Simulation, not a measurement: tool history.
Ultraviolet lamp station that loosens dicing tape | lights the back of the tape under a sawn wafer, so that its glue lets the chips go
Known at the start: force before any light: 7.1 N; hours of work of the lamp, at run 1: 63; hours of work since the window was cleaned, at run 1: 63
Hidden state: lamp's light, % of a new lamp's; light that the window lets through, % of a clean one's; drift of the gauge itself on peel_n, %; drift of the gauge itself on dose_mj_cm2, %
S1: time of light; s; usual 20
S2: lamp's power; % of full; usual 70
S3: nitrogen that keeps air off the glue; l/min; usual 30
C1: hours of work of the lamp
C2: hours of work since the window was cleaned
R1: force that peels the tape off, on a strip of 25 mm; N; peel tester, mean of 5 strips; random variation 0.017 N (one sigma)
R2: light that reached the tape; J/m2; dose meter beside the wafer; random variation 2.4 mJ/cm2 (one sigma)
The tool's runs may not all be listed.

run	hour	S1	S2	S3	C1	C2	R1	R2
1	0	20	70	30	63	63	0.949	2510
2	44.7	20	70	30	95	95	1.007	2470
3	78.2	20	70	30	119	119	1.019	2350
4	114.2	20	70	30	145	145	1.136	2330
5	140.3	20	70	18	163	163	1.599	2340
6	186.3	20	70	18	196	196	1.583	2210
7	228.9	20	70	18	227	227	1.665	2100
8	255.3	20	70	18	245	245	1.669	2080
# hour 260.3: window cleaned of glue's vapour
9	288.6	20	70	30	269	20	1.434	1950
10	316.3	20	70	30	289	40	1.533	1950
11	345.5	20	70	30	309	61	1.586	1910
12	393.1	20	70	30	343	95	1.699	1820
13	445	36	70	30	380	132	0.604	3130
14	471.7	36	70	30	399	151	0.63	3090
# hour 509.6: window cleaned of glue's vapour, once more
15	512.7	20	70	30	428	2	1.372	2090
16	548.4	20	70	30	454	28	1.417	2020
17	584.7	20	70	30	479	54	1.502	1910
18	639.4	20	70	30	518	92	1.595	1860
19	688.9	20	70	30	554	128	1.677	1770
20	730.3	20	70	30	583	157	1.772	1740
21	778.9	20	70	30	618	192	1.839	1680
# hour 820.8: lamp changed
22	838	20	70	30	12	233	1.034	2400
# hour 858.5: window cleaned of glue's vapour
23	865.8	14	81	50	32	5	0.987	2130
24	895.3	14	81	50	53	26	1.011	2110
25	931.2	14	81	50	78	52	1.078	2040
26	980.4	35	87	50	113	87	0.138	5320
27	1024.1	35	87	50	145	118	0.141	5160
28	1060.7	35	70	16	171	144	0.596	4050
29	1110.5	20	77	9	206	180	1.991	2440
30	1158.2	12	64	30	240	214	2.683	1150
# hour 1206.1: window cleaned of glue's vapour
31	1216.7	15	92	25	281	8	1.362	2230
32	1259	13	70	45	312	38	1.92	1440
33	1310.3	20	83	10	348	74	1.826	2480
34	1345.1	19	94	27	373	99	0.984	2680
35	1370.7	20	83	30	391	117	1.079	2410
36	1398.7	10	66	22	411	137	3.523	930
37	1433.2	13	73	12	436	162	3.492	1290
38	1457.5	19	70	22	453	179	1.908	1820
39	1496.5	19	70	56	481	207	1.32	1800
40	1521.9	38	85	30	499	225	0.324	4150
41	1547.9	18	81	12	518	244	2.542	1830
# hour 1554.1: window cleaned of glue's vapour
42	1591.4	18	97	30	548	27	1.085	2310
43	1628.8	20	83	31	575	53	1.227	2130

Hidden state or all else? Some run-to-run changes of R1, split into what the settings, what came in and random variation would give without the hidden state, and what is left for the hidden state (with any gauge scatter that isn't in both results):
Run 21 -> 22: lamp changed. R1 -0.805 N: hidden state -0.819, all else +0.014.
Run 35 -> 36: S1 20 -> 10, S2 83 -> 66, S3 30 -> 22. R1 +2.444 N: hidden state +0.304, all else +2.14.
Run 37 -> 38: S1 13 -> 19, S2 73 -> 70, S3 12 -> 22. R1 -1.584 N: hidden state -0.121, all else -1.463.
Run 39 -> 40: S1 19 -> 38, S2 70 -> 85, S3 56 -> 30. R1 -0.996 N: hidden state -0.519, all else -0.477.
Run 40 -> 41: S1 38 -> 18, S2 85 -> 81, S3 30 -> 12. R1 +2.218 N: hidden state +0.915, all else +1.303.
